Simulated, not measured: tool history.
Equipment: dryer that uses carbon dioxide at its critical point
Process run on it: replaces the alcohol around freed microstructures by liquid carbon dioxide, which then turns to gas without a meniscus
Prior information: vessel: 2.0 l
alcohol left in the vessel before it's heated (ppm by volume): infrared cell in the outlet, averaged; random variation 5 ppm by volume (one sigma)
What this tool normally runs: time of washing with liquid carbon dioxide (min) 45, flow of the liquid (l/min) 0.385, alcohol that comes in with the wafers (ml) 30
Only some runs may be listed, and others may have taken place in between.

run,day,time of washing with liquid carbon dioxide (min),flow of the liquid (l/min),alcohol that comes in with the wafers (ml),alcohol left in the vessel before it's heated (ppm by volume)
1,0,45,0.385,30,67
2,0.983,45,0.385,30,74
3,2.029,45,0.385,30,75
4,3.162,62,0.385,30,63
5,3.708,62,0.385,30,60
6,4.925,62,0.385,30,73
7,5.558,62,0.385,71,69
8,6.667,45,0.385,30,92
9,7.738,45,0.385,30,90
10,8.242,45,0.394,30,86
11,9.038,45,0.394,30,83
12,9.775,45,0.394,30,98
13,10.6,45,0.394,30,96
14,11.758,68,0.385,30,83
15,12.525,68,0.385,30,83
16,13.525,41,0.385,30,119
17,14.592,41,0.385,30,127
18,15.704,41,0.385,30,123
19,16.892,41,0.385,30,132
20,17.929,41,0.385,30,123
21,18.971,41,0.385,30,130
22,19.75,41,0.385,30,138
23,20.396,41,0.385,30,134
24,21.638,45,0.269,41,285
25,22.179,33,0.385,30,232
26,22.896,61,0.585,77,107
27,23.512,61,0.585,77,111
# day 24.279: inlet filter changed
28,24.625,71,0.584,94,115
29,25.492,41,0.539,52,108
30,26.675,41,0.539,52,118
31,27.292,47,0.547,25,113
32,27.946,47,0.547,25,122
33,28.821,47,0.547,25,116
34,30,65,0.393,33,125
35,31.142,65,0.393,33,124
36,31.85,58,0.254,28,162
37,32.888,58,0.254,28,161
38,34.017,58,0.254,28,170
39,34.875,34,0.284,49,631
40,35.671,62,0.49,33,144
41,36.338,45,0.475,23,138
42,37.258,45,0.294,35,226

Here are 5 independent what-if runs from the current tool condition. What would each one return?
A,38.221,39,0.383,25,?
B,38.221,39,0.385,30,?
C,38.221,46,0.598,89,?
D,38.221,44,0.599,95,?
E,38.221,45,0.562,31,?

run,alcohol left in the vessel before it's heated (ppm by volume)
A,169
B,179
C,144
D,152
E,134
With no hidden state in the tool, these same runs would have given:
run,alcohol left in the vessel before it's heated (ppm by volume)
A,28
B,36
C,9
D,14
E,1

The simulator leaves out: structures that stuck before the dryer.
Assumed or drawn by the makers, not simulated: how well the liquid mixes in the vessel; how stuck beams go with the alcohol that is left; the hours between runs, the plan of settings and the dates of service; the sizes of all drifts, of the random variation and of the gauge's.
